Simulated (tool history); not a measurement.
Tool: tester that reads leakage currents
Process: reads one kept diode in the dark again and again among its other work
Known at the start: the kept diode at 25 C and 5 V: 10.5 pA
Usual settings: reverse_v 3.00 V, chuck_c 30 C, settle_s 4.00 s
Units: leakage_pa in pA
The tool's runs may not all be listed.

run 1 hour=0.0 | reverse_v=3.00 chuck_c=30 settle_s=4.00 | leakage_pa=13.08
run 2 hour=138.2 | reverse_v=3.71 chuck_c=30 settle_s=4.00 | leakage_pa=14.65
run 3 hour=258.2 | reverse_v=3.71 chuck_c=30 settle_s=4.00 | leakage_pa=14.72
run 4 hour=342.8 | reverse_v=3.71 chuck_c=30 settle_s=4.00 | leakage_pa=14.55
run 5 hour=517.9 | reverse_v=3.71 chuck_c=30 settle_s=4.00 | leakage_pa=14.63
run 6 hour=676.5 | reverse_v=7.27 chuck_c=30 settle_s=4.00 | leakage_pa=20.70
run 7 hour=843.1 | reverse_v=5.75 chuck_c=30 settle_s=4.00 | leakage_pa=18.48
-- hour=965.5 chuck's temperature calibrated
run 8 hour=1050.2 | reverse_v=5.75 chuck_c=30 settle_s=4.00 | leakage_pa=18.49
run 9 hour=1195.4 | reverse_v=3.00 chuck_c=30 settle_s=4.06 | leakage_pa=13.10
run 10 hour=1294.8 | reverse_v=3.00 chuck_c=30 settle_s=4.00 | leakage_pa=13.13
run 11 hour=1386.9 | reverse_v=3.00 chuck_c=30 settle_s=4.00 | leakage_pa=13.19
run 12 hour=1544.7 | reverse_v=3.00 chuck_c=30 settle_s=4.00 | leakage_pa=13.16
run 13 hour=1721.5 | reverse_v=3.00 chuck_c=30 settle_s=4.00 | leakage_pa=13.19
run 14 hour=1844.5 | reverse_v=3.00 chuck_c=30 settle_s=4.00 | leakage_pa=13.19
run 15 hour=2028.1 | reverse_v=3.00 chuck_c=30 settle_s=4.00 | leakage_pa=13.08
run 16 hour=2164.0 | reverse_v=3.00 chuck_c=30 settle_s=4.00 | leakage_pa=13.23
run 17 hour=2291.3 | reverse_v=3.00 chuck_c=30 settle_s=4.00 | leakage_pa=13.22
run 18 hour=2410.2 | reverse_v=3.00 chuck_c=55 settle_s=4.00 | leakage_pa=110.72
run 19 hour=2524.0 | reverse_v=3.00 chuck_c=55 settle_s=4.00 | leakage_pa=111.17
run 20 hour=2628.1 | reverse_v=3.00 chuck_c=55 settle_s=0.66 | leakage_pa=110.93
-- hour=2770.7 chuck's temperature calibrated
run 21 hour=2806.9 | reverse_v=2.63 chuck_c=52 settle_s=7.46 | leakage_pa=81.33
run 22 hour=2983.7 | reverse_v=1.19 chuck_c=30 settle_s=2.40 | leakage_pa=8.25
-- hour=3042.0 tester calibrated
run 23 hour=3161.0 | reverse_v=3.00 chuck_c=28 settle_s=3.97 | leakage_pa=11.01
run 24 hour=3329.5 | reverse_v=3.00 chuck_c=28 settle_s=3.97 | leakage_pa=10.94
run 25 hour=3465.4 | reverse_v=12.56 chuck_c=28 settle_s=3.97 | leakage_pa=23.06
run 26 hour=3616.4 | reverse_v=3.00 chuck_c=26 settle_s=4.00 | leakage_pa=9.04
run 27 hour=3805.8 | reverse_v=8.43 chuck_c=26 settle_s=5.05 | leakage_pa=15.46
run 28 hour=3926.8 | reverse_v=8.43 chuck_c=50 settle_s=0.96 | leakage_pa=126.88
run 29 hour=4068.8 | reverse_v=1.36 chuck_c=30 settle_s=4.00 | leakage_pa=8.86
run 30 hour=4240.8 | reverse_v=3.00 chuck_c=37 settle_s=0.71 | leakage_pa=25.09
run 31 hour=4351.6 | reverse_v=4.45 chuck_c=53 settle_s=0.71 | leakage_pa=116.59
run 32 hour=4516.3 | reverse_v=4.45 chuck_c=53 settle_s=0.71 | leakage_pa=116.35
-- hour=4579.7 chuck's temperature calibrated
run 33 hour=4627.8 | reverse_v=3.00 chuck_c=24 settle_s=1.89 | leakage_pa=7.69
run 34 hour=4820.0 | reverse_v=8.55 chuck_c=54 settle_s=1.89 | leakage_pa=175.64
run 35 hour=4977.5 | reverse_v=8.55 chuck_c=54 settle_s=1.89 | leakage_pa=175.35
run 36 hour=5140.1 | reverse_v=3.00 chuck_c=58 settle_s=4.00 | leakage_pa=139.47
run 37 hour=5224.2 | reverse_v=2.35 chuck_c=28 settle_s=0.65 | leakage_pa=10.14
run 38 hour=5382.6 | reverse_v=2.35 chuck_c=28 settle_s=0.65 | leakage_pa=10.08
run 39 hour=5557.9 | reverse_v=3.00 chuck_c=47 settle_s=4.00 | leakage_pa=58.29
run 40 hour=5661.5 | reverse_v=1.12 chuck_c=33 settle_s=0.86 | leakage_pa=10.57

Forecast each of these 3 alternatives for the next run:
-- hour=5727.5 probe card cleaned and baked
run A hour=5771.3 | reverse_v=12.05 chuck_c=45 settle_s=0.42 | leakage_pa=?
-- hour=5727.5 probe card cleaned and baked
run B hour=5771.3 | reverse_v=3.94 chuck_c=21 settle_s=4.81 | leakage_pa=?
-- hour=5727.5 probe card cleaned and baked
run C hour=5771.3 | reverse_v=1.15 chuck_c=24 settle_s=0.39 | leakage_pa=?

run=A leakage_pa=103.29
run=B leakage_pa=6.49
run=C leakage_pa=4.85
Without the tool's hidden state the same runs would have given:
run=A leakage_pa=103.27
run=B leakage_pa=6.48
run=C leakage_pa=4.85
